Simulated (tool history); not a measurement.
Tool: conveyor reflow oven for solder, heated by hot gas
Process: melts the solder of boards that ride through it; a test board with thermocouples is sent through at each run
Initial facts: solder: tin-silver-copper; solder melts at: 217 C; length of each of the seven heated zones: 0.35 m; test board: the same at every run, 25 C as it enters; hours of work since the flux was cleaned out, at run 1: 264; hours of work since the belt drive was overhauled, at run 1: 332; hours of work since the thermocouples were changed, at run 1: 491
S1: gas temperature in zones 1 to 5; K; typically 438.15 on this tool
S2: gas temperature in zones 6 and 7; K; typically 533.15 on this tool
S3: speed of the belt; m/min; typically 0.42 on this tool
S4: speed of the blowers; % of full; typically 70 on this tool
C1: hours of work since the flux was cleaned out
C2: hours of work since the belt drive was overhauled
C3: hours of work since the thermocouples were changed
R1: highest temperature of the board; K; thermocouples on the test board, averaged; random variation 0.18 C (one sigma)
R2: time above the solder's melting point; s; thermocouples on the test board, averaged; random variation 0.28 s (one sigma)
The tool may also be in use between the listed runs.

run   hour      S1      S2     S3  S4   C1   C2   C3      R1     R2
  1      0  438.15  533.15   0.42  70  264  332  491  525.75   75.4
  2    7.1  438.15  533.15   0.42  70  269  337  496  525.75   75.1
  3     16  438.15  533.15   0.42  70  275  343  502  525.55   75.3
  4   21.5  438.15  533.15   0.42  70  279  347  506  525.55   75.1
  5   33.1  438.15  533.15   0.42  70  287  355  514  525.25     75
  6     43  438.15  533.15   0.42  70  294  362  521  524.95   75.3
  7   54.9  434.15  533.15   0.42  70  302  370  529  525.35   73.4
  8   65.1  434.15  533.15   0.42  70  309  377  536  525.05   74.2
  9   75.3  434.15  533.15   0.42  70  316  384  544  525.35   73.6
 10   82.8  434.15  533.15   0.42  70  322  389  549  525.25   73.4
 11   92.7  438.15  533.15   0.42  61  329  396  556  524.35   73.3
 12  104.8  438.15  533.15   0.42  70  337  404  564  525.35   75.1
 13  115.2  438.15  533.15   0.42  70  344  412  571  525.95   75.5
 14  122.3  425.15  544.15  0.354  70  349  417  576  539.05   98.4
 15  131.1  438.15  539.15   0.42  75  355  423  582  531.75   80.9
 16    143  438.15  537.15   0.42  75  364  431  591  530.05     79
 17  149.8  438.15  540.15  0.493  75  368  436  595  528.45   65.2
 18  157.6  438.15  540.15  0.493  75  374  441  601  528.65   64.6
 19  164.3  438.15  540.15  0.493  75  378  446  605  528.45   64.6
     174.4  -- flux residue cleaned out of gas plates and filters
 20  180.9  441.15  537.15  0.348  79    4  454  613  534.65  103.8
 21  191.7  441.15  534.15  0.499  79   12  461  621  524.45     63
 22  198.2  432.15  543.15   0.42  70   17  466  625  535.55   80.7
 23  209.9  446.15  533.15  0.499  52   25  474  634  519.65   58.7
 24  216.7  442.15  538.15  0.371  58   29  479  638  532.65   94.3
 25  227.4  442.15  538.15  0.371  58   37  486  646  532.75   94.5

5 options for the next run, each taken on its own from the tool as it stands now. Forecast them:
  A  235.6  442.15  534.15   0.42  58  42  492  651   ?   ?
  B  235.6  448.15  538.15  0.409  58  42  492  651   ?   ?
  C  235.6  438.15  544.15   0.42  70  42  492  651   ?   ?
  D  235.6  448.15  533.15   0.42  70  42  492  651   ?   ?
  E  235.6  430.15  530.15  0.458  70  42  492  651   ?   ?

run      R1    R2
  A  526.25  77.5
  B  531.05  86.3
  C  536.95  83.7
  D  527.25  82.1
  E  520.65  60.7
Take away the tool's hidden state, keep each run's random variation, and the runs would have read:
run      R1    R2
  A  523.85  74.2
  B  528.65  83.1
  C  534.55  80.9
  D  524.85    79
  E  518.35  57.3
